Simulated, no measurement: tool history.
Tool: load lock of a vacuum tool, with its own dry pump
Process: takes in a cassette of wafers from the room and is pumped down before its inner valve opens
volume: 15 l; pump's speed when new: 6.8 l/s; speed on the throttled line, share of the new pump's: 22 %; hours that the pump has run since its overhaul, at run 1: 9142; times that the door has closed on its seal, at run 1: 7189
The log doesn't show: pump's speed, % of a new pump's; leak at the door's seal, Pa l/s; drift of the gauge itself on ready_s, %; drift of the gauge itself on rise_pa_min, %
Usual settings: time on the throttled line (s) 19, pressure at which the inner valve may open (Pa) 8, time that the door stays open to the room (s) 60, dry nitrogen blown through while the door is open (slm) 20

run	hour	time on the throttled line (s)	pressure at which the inner valve may open (Pa)	time that the door stays open to the room (s)	dry nitrogen blown through while the door is open (slm)	hours that the pump has run since its overhaul	times that the door has closed on its seal	incoming humidity of the room's air, %	time from the closed door until the inner valve may open (s)	rise of the pressure with all valves shut (Pa/min)
1	0	19	8	60	20	9142	7189	43.9	35.8	0.03
2	129	19	9	60	20	9271	7610	43.1	35.6	0.033
3	261.8	19	8	60	20	9404	8043	44	35.9	0.029
4	462.5	19	8	60	4	9605	8699	42.8	36	0.066
5	695.1	19	8	60	12	9837	9459	48.1	35.7	0.045
# hour 760.6: dry pump taken out, an overhauled one fitted
6	899.6	19	8	60	12	139	10107	41.3	35.8	0.042
7	1098.9	19	8	60	12	338	10758	44.5	35.9	0.046
8	1227.4	19	8	60	12	467	11177	44.9	36	0.043
9	1399.9	19	8	60	12	639	11741	42.6	35.9	0.042
10	1592.3	19	8	235	12	832	12369	43.7	35.7	0.068
11	1804.4	19	8	235	12	1044	13062	42.6	35.8	0.071
12	1914.4	19	8	235	12	1154	13421	45.1	35.8	0.067
13	2167.9	19	8	60	32	1407	14249	47	36	0.022
14	2277.5	28	8	60	32	1517	14607	46.4	42.8	0.025
15	2421.5	19	8	60	43	1661	15077	43.5	36	0.019
16	2663.6	35	8	60	20	1903	15868	43.2	48.4	0.037
17	2886.3	35	8	60	20	2126	16595	43.2	48.4	0.033
18	3130.7	35	8	101	20	2370	17393	42.9	48.4	0.035
19	3364	19	7	60	20	2603	18155	44.8	36.1	0.035
20	3511.2	19	8	60	37	2751	18636	46.4	36	0.025
21	3740	22	8	56	20	2979	19383	45.3	38.2	0.033
22	3913.2	18	14	56	20	3153	19949	44.2	33.8	0.027
23	4053.4	21	16	141	4	3293	20407	45.8	36	0.099
24	4223.1	34	14	60	7	3463	20961	45.3	46.2	0.057
25	4391.4	34	14	60	39	3631	21510	44.3	46.1	0.024
26	4562.6	12	8	157	18	3802	22069	45.8	30.3	0.053
27	4759.8	19	11	60	38	3999	22714	47.3	35.3	0.03
28	4903.2	19	11	59	38	4143	23182	42.2	35	0.025
29	5093.5	36	11	60	35	4333	23803	47.9	48.5	0.024
30	5202.9	36	11	55	35	4442	24161	44.3	48.6	0.028
31	5337	13	11	55	13	4576	24599	45	30.4	0.037
32	5447.2	23	16	25	33	4687	24958	45.8	37.3	0.015
33	5697.9	23	16	25	33	4937	25777	43.7	37.3	0.014
34	5841.6	19	7	42	20	5081	26246	46.2	36.3	0.032
35	6032.7	19	7	42	20	5272	26871	42.1	36.1	0.03
36	6202.1	13	10	54	9	5441	27424	42.9	30.6	0.045

Hidden state at the last listed run before each entry between runs and at the first one after, where it differs:
Between runs 5 and 6: dry pump taken out, an overhauled one fitted (hour 760.6)
  no hidden state differs between the two runs
